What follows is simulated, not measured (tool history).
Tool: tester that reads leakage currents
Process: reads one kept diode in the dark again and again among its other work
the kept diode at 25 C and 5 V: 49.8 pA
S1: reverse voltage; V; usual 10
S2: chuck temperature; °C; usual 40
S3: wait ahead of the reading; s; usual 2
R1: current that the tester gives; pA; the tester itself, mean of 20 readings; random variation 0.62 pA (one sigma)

run    hour    S1  S2    S3      R1
  1       0    10  40     2  207.54
  2    77.1    10  40     2  205.81
  3     165    10  29     2    96.1
  4   207.3   4.8  40     2  141.19
  5   270.7   4.8  40     2  140.47
  6   328.2   4.8  40     2  140.73
  7   378.4    10  40   3.1  206.38
  8   452.9    10  40   3.1  204.96
  9   504.4    10  40   3.1  205.66
 10     567    10  40   3.1  205.19
 11   646.8    10  40   3.1  204.94
 12   739.2    10  40   3.1  206.15
 13     797    10  40   3.1  205.56
 14   836.4    10  40   3.1  206.11
 15   888.1    10  40   3.1  207.18
 16     947    10  40   3.1  206.31
 17  1002.4    10  40   3.1   206.7
 18  1070.9    10  40     2  206.19
 19    1154    10  40     2  206.62
 20  1231.1   4.6  29  0.54   65.02
 21  1294.2   7.2  29  5.82   80.73
 22  1366.8   9.5  54   0.6  493.68
 23  1432.6   9.5  54   0.6  493.11
 24  1486.1   9.5  54   0.6  494.03
 25  1568.3   3.9  51  3.91  256.69
 26  1638.8   3.9  51  3.91  258.52
 27  1687.5   2.1  41  3.47   98.38
 28    1763  16.6  27   6.3  107.79
     1773.9  -- probe card cleaned and baked
 29  1847.6  16.6  27   6.3  108.14
     1863.3  -- chuck's temperature calibrated
 30  1900.1   1.1  22  5.27   18.28
 31  1938.2   8.1  40  3.66  184.14
 32  1991.2   5.7  47  6.18  243.22
 33  2036.6   6.3  26  1.44   61.03
 34  2127.7   6.3  26  1.44   61.28
 35  2196.3   2.7  40   1.4  104.23
 36  2240.8   8.3  35  0.89  133.47
 37  2295.6   4.1  40  1.31  129.79

Forecast each of these 3 alternatives for the next run:
  A  2380  10.6  40  7.86   ?
  B  2380  15.4  21  1.97   ?
  C  2380  16.1  25  6.25   ?

run     R1
  A  210.8
  B  67.08
  C  91.97
Without the tool's hidden state the same runs would have given:
run      R1
  A  210.78
  B   67.03
  C   91.91

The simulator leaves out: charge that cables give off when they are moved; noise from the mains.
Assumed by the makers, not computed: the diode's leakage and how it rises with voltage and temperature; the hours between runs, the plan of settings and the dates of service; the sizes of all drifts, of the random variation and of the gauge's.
